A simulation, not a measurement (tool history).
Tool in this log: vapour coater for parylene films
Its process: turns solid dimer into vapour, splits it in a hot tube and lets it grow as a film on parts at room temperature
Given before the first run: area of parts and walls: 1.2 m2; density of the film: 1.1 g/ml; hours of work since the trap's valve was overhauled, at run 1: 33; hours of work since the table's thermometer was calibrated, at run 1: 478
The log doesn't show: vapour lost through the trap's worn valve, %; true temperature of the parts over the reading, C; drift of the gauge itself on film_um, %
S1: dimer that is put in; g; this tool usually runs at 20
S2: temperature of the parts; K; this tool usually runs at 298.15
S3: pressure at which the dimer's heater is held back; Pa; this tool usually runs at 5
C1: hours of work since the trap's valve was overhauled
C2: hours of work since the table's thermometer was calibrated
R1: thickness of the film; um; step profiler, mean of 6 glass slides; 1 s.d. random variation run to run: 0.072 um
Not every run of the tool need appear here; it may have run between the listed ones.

| run | hour | S1 | S2 | S3 | C1 | C2 | R1 |
|---|---|---|---|---|---|---|---|
| 1 | 0 | 20 | 298.15 | 5 | 33 | 478 | 8.34 |
| 2 | 19.9 | 20 | 298.15 | 5 | 49 | 494 | 8.46 |
| 3 | 39.7 | 20 | 298.15 | 5 | 65 | 510 | 8.38 |
| 4 | 67.3 | 20 | 298.15 | 5 | 87 | 532 | 8.35 |
| 5 | 91.7 | 20 | 298.15 | 5 | 106 | 551 | 8.28 |
| 6 | 118.8 | 20 | 298.15 | 5 | 128 | 573 | 8.26 |
|  | 121.3 | table's thermometer calibrated |
| 7 | 144.8 | 20 | 298.15 | 5 | 148 | 19 | 8.11 |
| 8 | 173.4 | 20 | 298.15 | 5 | 170 | 42 | 8.09 |
| 9 | 187.9 | 32 | 296.15 | 2.71 | 182 | 53 | 14.46 |
|  | 199 | table's thermometer calibrated, once more |
| 10 | 211.2 | 32 | 296.15 | 2.71 | 200 | 10 | 14.35 |
| 11 | 237.1 | 32 | 296.15 | 2.71 | 220 | 30 | 14.34 |
| 12 | 250.8 | 10 | 307.15 | 7.74 | 231 | 41 | 3.23 |
| 13 | 268.9 | 10 | 307.15 | 7.74 | 246 | 56 | 3.24 |
| 14 | 283.9 | 20 | 298.15 | 8.67 | 258 | 68 | 7.62 |
| 15 | 298.4 | 13 | 300.15 | 2.29 | 269 | 79 | 5.38 |

Predict each of these 4 candidate next runs independently; none follows another, all start after run 15:
| A | 314.1 | 9 | 300.15 | 2.29 | 282 | 92 | ? |
| B | 314.1 | 20 | 298.15 | 9.43 | 282 | 92 | ? |
| C | 314.1 | 10 | 290.15 | 2.29 | 282 | 92 | ? |
| D | 314.1 | 12 | 298.15 | 6.29 | 282 | 92 | ? |

| run | R1 |
|---|---|
| A | 3.75 |
| B | 7.46 |
| C | 5.03 |
| D | 4.59 |
Stripped of hidden state, with their random variation kept, the same runs would have yielded:
| run | R1 |
|---|---|
| A | 4.08 |
| B | 8.13 |
| C | 5.47 |
| D | 5 |

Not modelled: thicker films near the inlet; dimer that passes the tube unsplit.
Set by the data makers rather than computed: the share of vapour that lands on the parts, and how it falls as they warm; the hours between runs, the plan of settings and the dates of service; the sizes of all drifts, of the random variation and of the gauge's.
